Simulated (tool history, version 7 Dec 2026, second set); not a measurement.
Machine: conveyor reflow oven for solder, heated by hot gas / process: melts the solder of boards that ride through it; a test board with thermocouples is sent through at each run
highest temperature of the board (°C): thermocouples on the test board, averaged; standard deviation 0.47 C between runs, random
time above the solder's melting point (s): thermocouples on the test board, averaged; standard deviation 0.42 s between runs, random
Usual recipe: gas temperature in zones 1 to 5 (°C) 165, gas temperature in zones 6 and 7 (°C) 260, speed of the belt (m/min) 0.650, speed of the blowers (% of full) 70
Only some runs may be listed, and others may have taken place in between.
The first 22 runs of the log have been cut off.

| run | day | gas temperature in zones 1 to 5 (°C) | gas temperature in zones 6 and 7 (°C) | speed of the belt (m/min) | speed of the blowers (% of full) | highest temperature of the board (°C) | time above the solder's melting point (s) |
|---|---|---|---|---|---|---|---|
| 23 | 56.083 | 165 | 270 | 0.650 | 70 | 251.8 | 46.1 |
| 24 | 58.367 | 176 | 270 | 0.522 | 70 | 258.6 | 68.4 |
|  | 61.546 | flux residue cleaned out of gas plates and filters |
|  | 61.712 | belt drive overhauled, speed set with a stopwatch |
| 25 | 62.288 | 176 | 270 | 0.522 | 70 | 259.8 | 67.8 |
| 26 | 65.404 | 176 | 270 | 0.522 | 70 | 259.1 | 67.6 |
| 27 | 67.721 | 166 | 273 | 0.650 | 70 | 254.8 | 48.3 |
| 28 | 69.475 | 177 | 260 | 0.637 | 70 | 244.8 | 46.0 |
| 29 | 71.433 | 165 | 258 | 0.650 | 70 | 240.7 | 38.4 |
| 30 | 74.192 | 165 | 258 | 0.650 | 70 | 240.9 | 37.7 |

Alternative continuations, all from the tool just after run 30; predict every row:
| A | 76.171 | 165 | 269 | 0.650 | 70 | ? | ? |
| B | 76.171 | 153 | 274 | 0.547 | 70 | ? | ? |
| C | 76.171 | 165 | 259 | 0.650 | 72 | ? | ? |
| D | 76.171 | 153 | 250 | 0.763 | 70 | ? | ? |

| run | highest temperature of the board (°C) | time above the solder's melting point (s) |
|---|---|---|
| A | 250.3 | 45.5 |
| B | 259.0 | 57.3 |
| C | 240.6 | 38.8 |
| D | 225.7 | 14.7 |
Take away the tool's hidden state, keep each run's random variation, and the runs would have read:
| run | highest temperature of the board (°C) | time above the solder's melting point (s) |
|---|---|---|
| A | 254.3 | 48.0 |
| B | 263.0 | 59.7 |
| C | 244.5 | 42.0 |
| D | 229.6 | 19.4 |

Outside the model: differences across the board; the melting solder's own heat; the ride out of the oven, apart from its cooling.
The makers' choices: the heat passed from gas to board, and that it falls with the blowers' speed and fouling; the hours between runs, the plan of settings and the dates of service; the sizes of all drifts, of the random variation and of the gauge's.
